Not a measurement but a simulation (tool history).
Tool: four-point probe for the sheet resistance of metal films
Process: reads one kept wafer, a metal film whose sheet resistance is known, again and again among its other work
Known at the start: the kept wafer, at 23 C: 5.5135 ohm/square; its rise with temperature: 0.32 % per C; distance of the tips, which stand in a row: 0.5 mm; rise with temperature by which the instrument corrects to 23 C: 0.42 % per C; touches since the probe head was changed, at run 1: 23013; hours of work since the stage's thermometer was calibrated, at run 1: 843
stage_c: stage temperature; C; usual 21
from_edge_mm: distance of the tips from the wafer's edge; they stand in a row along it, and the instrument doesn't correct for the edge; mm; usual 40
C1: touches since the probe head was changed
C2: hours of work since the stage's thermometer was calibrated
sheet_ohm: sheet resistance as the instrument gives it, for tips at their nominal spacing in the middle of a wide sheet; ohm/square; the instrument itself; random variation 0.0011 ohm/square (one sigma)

Run 1, hour 0: usual settings; C1 23013; C2 843. Result: sheet_ohm 5.525673 ohm/square.
Run 2, hour 47.4: usual settings; C1 23915; C2 880. Result: sheet_ohm 5.523925 ohm/square.
Run 3, hour 112.7: usual settings; C1 25160; C2 932. Result: sheet_ohm 5.52415 ohm/square.
Run 4, hour 188.1: usual settings but from_edge_mm 5 mm; C1 26597; C2 993. Result: sheet_ohm 5.553827 ohm/square.
Run 5, hour 275.4: usual settings but from_edge_mm 5 mm; C1 28259; C2 1062. Result: sheet_ohm 5.554054 ohm/square.
Run 6, hour 337.9: usual settings but from_edge_mm 5 mm; C1 29449; C2 1112. Result: sheet_ohm 5.554563 ohm/square.
Run 7, hour 414: usual settings but from_edge_mm 5 mm; C1 30899; C2 1172. Result: sheet_ohm 5.556929 ohm/square.
Run 8, hour 458.5: usual settings but from_edge_mm 5 mm; C1 31747; C2 1208. Result: sheet_ohm 5.552306 ohm/square.
Run 9, hour 542.2: usual settings but stage_c 35 C; C1 33343; C2 1274. Result: sheet_ohm 5.450862 ohm/square.
Run 10, hour 628.8: usual settings but from_edge_mm 5 mm; C1 34992; C2 1343. Result: sheet_ohm 5.553555 ohm/square.
At hour 675.3: stage's thermometer calibrated.
Run 11, hour 695.5: usual settings but from_edge_mm 5 mm; C1 36254; C2 16. Result: sheet_ohm 5.555052 ohm/square.
Run 12, hour 758.8: usual settings but from_edge_mm 29 mm; C1 37460; C2 66. Result: sheet_ohm 5.524655 ohm/square.
Run 13, hour 813.1: usual settings but from_edge_mm 29 mm; C1 38494; C2 110. Result: sheet_ohm 5.525054 ohm/square.
Run 14, hour 861: usual settings but from_edge_mm 29 mm; C1 39407; C2 148. Result: sheet_ohm 5.524728 ohm/square.
Run 15, hour 899.7: usual settings but from_edge_mm 29 mm; C1 40144; C2 179. Result: sheet_ohm 5.523398 ohm/square.
Run 16, hour 958.2: usual settings but from_edge_mm 29 mm; C1 41258; C2 225. Result: sheet_ohm 5.523356 ohm/square.
Run 17, hour 1020.6: usual settings but from_edge_mm 29 mm; C1 42446; C2 275. Result: sheet_ohm 5.524077 ohm/square.
Run 18, hour 1082.9: usual settings but stage_c 18 C; C1 43633; C2 325. Result: sheet_ohm 5.541038 ohm/square.
Run 19, hour 1154.8: usual settings but stage_c 18 C; C1 45003; C2 382. Result: sheet_ohm 5.540167 ohm/square.
Run 20, hour 1234.6: usual settings but stage_c 18 C; C1 46524; C2 445. Result: sheet_ohm 5.540737 ohm/square.
Run 21, hour 1293.8: usual settings but stage_c 18 C, from_edge_mm 17 mm; C1 47651; C2 492. Result: sheet_ohm 5.541708 ohm/square.
Run 22, hour 1365.6: usual settings but stage_c 24 C, from_edge_mm 9 mm; C1 49019; C2 550. Result: sheet_ohm 5.516604 ohm/square.
Run 23, hour 1445.9: usual settings but stage_c 18 C, from_edge_mm 5 mm; C1 50550; C2 614. Result: sheet_ohm 5.571581 ohm/square.
Run 24, hour 1524.3: usual settings but stage_c 18 C, from_edge_mm 5 mm; C1 52043; C2 676. Result: sheet_ohm 5.569922 ohm/square.
Run 25, hour 1605.9: usual settings but stage_c 35 C, from_edge_mm 4 mm; C1 53597; C2 741. Result: sheet_ohm 5.49728 ohm/square.
Run 26, hour 1678.7: usual settings but stage_c 33 C, from_edge_mm 7 mm; C1 54984; C2 799. Result: sheet_ohm 5.475868 ohm/square.
Run 27, hour 1747.2: usual settings but stage_c 35 C, from_edge_mm 5 mm; C1 56289; C2 853. Result: sheet_ohm 5.481368 ohm/square.
Run 28, hour 1817.3: usual settings but stage_c 35 C, from_edge_mm 5 mm; C1 57625; C2 909. Result: sheet_ohm 5.48035 ohm/square.
Run 29, hour 1877.7: usual settings but stage_c 32 C, from_edge_mm 14 mm; C1 58775; C2 957. Result: sheet_ohm 5.468544 ohm/square.
Run 30, hour 1917: usual settings but stage_c 32 C, from_edge_mm 14 mm; C1 59524; C2 989. Result: sheet_ohm 5.471655 ohm/square.
Run 31, hour 1970.3: usual settings but stage_c 32 C, from_edge_mm 3 mm; C1 60540; C2 1031. Result: sheet_ohm 5.547904 ohm/square.
Run 32, hour 2042.6: usual settings but stage_c 32 C, from_edge_mm 3 mm; C1 61918; C2 1089. Result: sheet_ohm 5.545772 ohm/square.
Run 33, hour 2079.6: usual settings but from_edge_mm 27 mm; C1 62621; C2 1118. Result: sheet_ohm 5.522733 ohm/square.
Run 34, hour 2121.2: usual settings but from_edge_mm 30 mm; C1 63415; C2 1151. Result: sheet_ohm 5.523454 ohm/square.
Run 35, hour 2162.7: usual settings but stage_c 32 C, from_edge_mm 11 mm; C1 64204; C2 1184. Result: sheet_ohm 5.472094 ohm/square.
Run 36, hour 2236.1: usual settings but stage_c 23 C, from_edge_mm 8 mm; C1 65603; C2 1243. Result: sheet_ohm 5.524087 ohm/square.
Run 37, hour 2308.2: usual settings but stage_c 23 C, from_edge_mm 8 mm; C1 66977; C2 1300. Result: sheet_ohm 5.524741 ohm/square.
Run 38, hour 2344.5: usual settings but stage_c 28 C, from_edge_mm 5 mm; C1 67669; C2 1329. Result: sheet_ohm 5.515197 ohm/square.
At hour 2406.1: stage's thermometer calibrated.
Run 39, hour 2431.4: usual settings but stage_c 24 C, from_edge_mm 5 mm; C1 69314; C2 20. Result: sheet_ohm 5.536835 ohm/square.
Run 40, hour 2500.4: usual settings but stage_c 24 C, from_edge_mm 5 mm; C1 70629; C2 75. Result: sheet_ohm 5.535815 ohm/square.

How the hidden state differs across the entries between the runs, from the last listed run before each to the first after it:
Between runs 10 and 11: stage's thermometer calibrated (hour 675.3)
  wafer's true temperature over the reading, C: -0.01 -> 0
Between runs 38 and 39: stage's thermometer calibrated (hour 2406.1)
  no hidden state differs between the two runs

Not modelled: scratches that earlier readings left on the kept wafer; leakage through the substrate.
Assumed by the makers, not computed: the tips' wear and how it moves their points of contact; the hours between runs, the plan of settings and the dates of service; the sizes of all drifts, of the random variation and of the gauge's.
